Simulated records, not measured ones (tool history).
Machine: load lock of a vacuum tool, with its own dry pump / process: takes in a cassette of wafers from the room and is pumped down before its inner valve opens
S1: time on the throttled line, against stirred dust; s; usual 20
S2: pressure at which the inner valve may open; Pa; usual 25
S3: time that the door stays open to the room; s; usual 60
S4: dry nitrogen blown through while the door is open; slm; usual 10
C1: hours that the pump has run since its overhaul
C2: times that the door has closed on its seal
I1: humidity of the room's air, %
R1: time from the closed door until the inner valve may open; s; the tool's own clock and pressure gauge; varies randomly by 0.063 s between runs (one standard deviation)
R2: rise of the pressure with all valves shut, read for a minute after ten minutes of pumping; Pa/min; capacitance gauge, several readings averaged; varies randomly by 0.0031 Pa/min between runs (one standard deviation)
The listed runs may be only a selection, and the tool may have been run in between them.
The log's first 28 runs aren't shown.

Run 29, hour 3549.8: usual settings but S3 117 s; C1 6959; C2 15921; I1 47.4. Result: R1 31.89 s, R2 0.103 Pa/min.
Run 30, hour 3717.5: usual settings but S1 10 s, S2 24 Pa, S3 197 s; C1 7126; C2 16280; I1 45.1. Result: R1 24.26 s, R2 0.125 Pa/min.
Run 31, hour 3859.7: usual settings but S2 19 Pa; C1 7269; C2 16584; I1 43.9. Result: R1 32.51 s, R2 0.061 Pa/min.
Run 32, hour 3958.9: usual settings but S2 19 Pa, S3 27 s, S4 7 slm; C1 7368; C2 16796; I1 44.3. Result: R1 32.41 s, R2 0.04 Pa/min.
Run 33, hour 4059.5: usual settings but S2 19 Pa, S3 27 s, S4 7 slm; C1 7468; C2 17011; I1 49.1. Result: R1 32.51 s, R2 0.053 Pa/min.
Run 34, hour 4154: usual settings but S1 39 s, S2 19 Pa, S3 27 s, S4 7 slm; C1 7563; C2 17213; I1 47.5. Result: R1 47.32 s, R2 0.047 Pa/min.
Run 35, hour 4299.7: usual settings but S1 12 s, S2 29 Pa, S3 28 s; C1 7709; C2 17525; I1 47.2. Result: R1 25.33 s, R2 0.048 Pa/min.
Run 36, hour 4475.9: usual settings but S1 12 s, S2 29 Pa, S3 28 s; C1 7885; C2 17902; I1 47.1. Result: R1 25.32 s, R2 0.042 Pa/min.

Alternative continuations, all from the tool just after run 36; predict every row:
Run A, hour 4598.1: usual settings but S1 12 s, S2 26 Pa, S3 175 s, S4 44 slm; C1 8007; C2 18164; I1 44.5. Result: R1 ?, R2 ?.
Run B, hour 4598.1: usual settings but S2 35 Pa, S3 78 s, S4 19 slm; C1 8007; C2 18164; I1 46.3. Result: R1 ?, R2 ?.
Run C, hour 4598.1: usual settings but S1 14 s, S3 31 s, S4 4 slm; C1 8007; C2 18164; I1 45.4. Result: R1 ?, R2 ?.
Run D, hour 4598.1: usual settings but S1 12 s, S2 46 Pa, S3 28 s; C1 8007; C2 18164; I1 46.9. Result: R1 ?, R2 ?.

run     R1     R2
  A  25.52  0.056
  B  31.29  0.063
  C  27.15  0.052
  D  24.46   0.05
The same runs, with their run-to-run variation unchanged, on a tool lacking any hidden condition would have given:
run     R1     R2
  A  25.52  0.055
  B  31.29  0.062
  C  27.14  0.051
  D  24.45  0.049
